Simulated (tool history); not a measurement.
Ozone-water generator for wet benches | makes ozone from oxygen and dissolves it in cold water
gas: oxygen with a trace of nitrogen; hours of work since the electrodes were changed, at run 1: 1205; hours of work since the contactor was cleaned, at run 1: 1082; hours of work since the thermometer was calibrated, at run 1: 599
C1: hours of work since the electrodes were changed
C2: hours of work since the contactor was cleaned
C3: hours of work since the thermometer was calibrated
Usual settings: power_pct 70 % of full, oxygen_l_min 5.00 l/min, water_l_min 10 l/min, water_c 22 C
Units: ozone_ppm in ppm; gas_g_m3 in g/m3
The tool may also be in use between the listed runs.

Run 1, hour 0.0: usual settings; C1 1205; C2 1082; C3 599. Result: ozone_ppm 25.9 ppm, gas_g_m3 176.5 g/m3.
Run 2, hour 86.7: usual settings; C1 1284; C2 1160; C3 678. Result: ozone_ppm 25.7 ppm, gas_g_m3 179.7 g/m3.
Run 3, hour 146.3: usual settings; C1 1338; C2 1215; C3 732. Result: ozone_ppm 25.5 ppm, gas_g_m3 177.4 g/m3.
Run 4, hour 244.0: usual settings; C1 1427; C2 1303; C3 821. Result: ozone_ppm 25.3 ppm, gas_g_m3 175.3 g/m3.
Run 5, hour 356.6: usual settings; C1 1529; C2 1406; C3 923. Result: ozone_ppm 25.6 ppm, gas_g_m3 174.0 g/m3.
Run 6, hour 473.6: usual settings but power_pct 48 % of full; C1 1636; C2 1512; C3 1030. Result: ozone_ppm 17.9 ppm, gas_g_m3 125.0 g/m3.
Run 7, hour 562.7: usual settings but power_pct 48 % of full; C1 1717; C2 1593; C3 1111. Result: ozone_ppm 18.3 ppm, gas_g_m3 124.6 g/m3.
Run 8, hour 646.5: usual settings; C1 1793; C2 1669; C3 1187. Result: ozone_ppm 25.0 ppm, gas_g_m3 172.8 g/m3.
Run 9, hour 700.9: usual settings; C1 1842; C2 1719; C3 1236. Result: ozone_ppm 24.5 ppm, gas_g_m3 171.5 g/m3.
Run 10, hour 809.7: usual settings; C1 1941; C2 1818; C3 1335. Result: ozone_ppm 24.9 ppm, gas_g_m3 172.0 g/m3.
Run 11, hour 882.3: usual settings but power_pct 64 % of full, oxygen_l_min 3.61 l/min, water_c 16 C; C1 2007; C2 1884; C3 1401. Result: ozone_ppm 26.9 ppm, gas_g_m3 191.4 g/m3.
Run 12, hour 1001.5: usual settings but power_pct 64 % of full, oxygen_l_min 3.61 l/min, water_c 16 C; C1 2116; C2 1992; C3 1510. Result: ozone_ppm 26.6 ppm, gas_g_m3 190.3 g/m3.
Run 13, hour 1067.9: usual settings but power_pct 64 % of full, oxygen_l_min 3.61 l/min, water_c 16 C; C1 2176; C2 2052; C3 1570. Result: ozone_ppm 26.6 ppm, gas_g_m3 191.2 g/m3.
Run 14, hour 1137.3: usual settings but oxygen_l_min 5.06 l/min, water_l_min 11 l/min, water_c 24 C; C1 2239; C2 2116; C3 1633. Result: ozone_ppm 21.7 ppm, gas_g_m3 168.1 g/m3.
Run 15, hour 1200.4: usual settings but oxygen_l_min 5.06 l/min, water_l_min 11 l/min, water_c 24 C; C1 2296; C2 2173; C3 1690. Result: ozone_ppm 22.0 ppm, gas_g_m3 166.8 g/m3.
Run 16, hour 1304.9: usual settings but water_l_min 11 l/min, water_c 29 C; C1 2391; C2 2268; C3 1785. Result: ozone_ppm 19.7 ppm, gas_g_m3 168.7 g/m3.
Run 17, hour 1406.1: usual settings but power_pct 75 % of full, oxygen_l_min 3.76 l/min, water_c 20 C; C1 2483; C2 2360; C3 1877. Result: ozone_ppm 27.9 ppm, gas_g_m3 212.2 g/m3.
Run 18, hour 1491.6: usual settings but power_pct 46 % of full, oxygen_l_min 6.06 l/min; C1 2561; C2 2438; C3 1955. Result: ozone_ppm 16.1 ppm, gas_g_m3 106.2 g/m3.

The same runs without the tool's hidden state, with the same run-to-run variation:
The hidden state here: yield of the discharge, % of new electrodes'; contactor's efficiency, % of a clean one's; true water temperature over the reading, C; drift of the gauge itself on ozone_ppm, %; drift of the gauge itself on gas_g_m3, %.
run  ozone_ppm  gas_g_m3
  1       27.7     184.6
  2       27.7     188.6
  3       27.5     186.6
  4       27.4     185.0
  5       27.9     184.5
  6       19.3     130.5
  7       19.8     130.2
  8       27.7     185.4
  9       27.2     184.3
 10       27.9     185.7
 11       30.1     206.0
 12       29.8     205.8
 13       29.9     207.1
 14       24.8     183.9
 15       25.2     183.0
 16       22.7     185.8
 17       32.5     236.1
 18       18.0     113.5

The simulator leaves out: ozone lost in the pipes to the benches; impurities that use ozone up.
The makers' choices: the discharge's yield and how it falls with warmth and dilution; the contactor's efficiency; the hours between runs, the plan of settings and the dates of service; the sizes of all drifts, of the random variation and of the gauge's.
